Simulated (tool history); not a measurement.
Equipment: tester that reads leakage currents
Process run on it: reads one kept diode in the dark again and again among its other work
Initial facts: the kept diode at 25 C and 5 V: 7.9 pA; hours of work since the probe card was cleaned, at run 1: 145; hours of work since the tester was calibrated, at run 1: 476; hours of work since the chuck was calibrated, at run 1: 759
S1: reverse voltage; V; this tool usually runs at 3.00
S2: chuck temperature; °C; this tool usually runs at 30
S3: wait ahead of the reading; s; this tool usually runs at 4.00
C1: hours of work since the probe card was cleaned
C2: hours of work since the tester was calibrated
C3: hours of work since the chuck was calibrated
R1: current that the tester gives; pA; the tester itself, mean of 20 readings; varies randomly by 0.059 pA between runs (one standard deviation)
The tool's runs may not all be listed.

run    hour     S1  S2    S3    C1    C2    C3     R1
  1     0.0   3.00  30  4.00   145   476   759  10.47
  2    49.8   3.00  30  4.00   170   502   784  10.55
  3   106.5   3.00  30  4.00   200   531   814  10.54
  4   151.4   3.00  30  4.00   223   555   837  10.46
  5   219.4   3.00  30  4.00   258   590   873  10.46
  6   276.9   3.00  30  4.00   288   620   902  10.46
  7   319.5   3.00  30  4.00   310   642   924  10.56
  8   365.9   3.00  30  4.00   334   666   949  10.48
  9   441.3   3.00  30  4.00   374   705   988  10.44
 10   478.6   3.00  30  4.00   393   724  1007  10.58
 11   543.5   1.61  30  4.00   427   758  1041   8.33
 12   595.9   3.00  30  4.00   454   785  1068  10.46
 13   644.9   3.00  30  4.00   479   811  1093  10.56
 14   704.0   3.00  26  4.00   510   842  1124   7.42
 15   745.6   3.00  26  4.00   532   863  1146   7.48
 16   780.9   3.00  26  4.00   550   881  1164   7.32
 17   836.1   3.00  26  4.00   579   910  1193   7.40
 18   894.2   3.00  26  4.00   609   940  1223   7.51
 19   929.4   3.00  30  4.00   627   958  1241  10.51
 20   982.1   6.50  30  4.00   654   986  1268  14.14
 21  1039.2   6.50  30  4.00   684  1015  1298  14.21
 22  1078.7   9.93  32  2.18   704  1036  1319  20.06
 23  1145.5   3.00  30  5.38   739  1071  1353  10.40
 24  1200.7   3.00  24  6.75   768  1099  1382   6.20
 25  1242.5   2.60  30  4.00   789  1121  1404   9.93
 26  1322.7   1.98  59  0.37   831  1163  1445  90.38
 27  1389.1   9.09  35  0.32   866  1197  1480  30.25
 28  1437.9   1.47  29  5.82   891  1222  1505   7.26
 29  1473.3   1.47  29  5.82   909  1241  1523   7.34
 30  1517.1   1.47  29  5.82   932  1264  1546   7.28
 31  1579.2   1.74  30  4.00   964  1296  1578   8.61
 32  1641.1   1.74  29  4.00   996  1328  1610   7.76
 33  1719.9  17.72  30  4.00  1037  1369  1651  21.12
 34  1773.0   3.00  26  2.54  1065  1396  1679   7.48
 35  1814.3  12.07  48  2.99  1086  1418  1700  77.31
 36  1860.3   4.45  30  0.79  1110  1442  1724  13.15
 37  1928.1   3.03  36  2.11  1145  1477  1759  17.64
 38  1965.1   6.84  30  0.65  1165  1496  1779  16.43
 39  2003.4   9.22  22  3.74  1184  1516  1799   8.31
 40  2054.4   9.22  22  3.74  1211  1542  1825   8.36
 41  2133.8   9.22  30  7.67  1252  1584  1866  15.99

What if the next run were any one of these 3? Each begins from the tool's condition after run 41:
  A  2201.4  15.85  26  2.48  1287  1619  1901   ?
  B  2201.4   9.22  54  7.67  1287  1619  1901   ?
  C  2201.4   1.71  52  3.90  1287  1619  1901   ?

run      R1
  A   15.01
  B  109.24
  C   50.18
The same runs, with their run-to-run variation unchanged, on a tool lacking any hidden condition would have given:
run      R1
  A   14.98
  B  109.23
  C   50.18
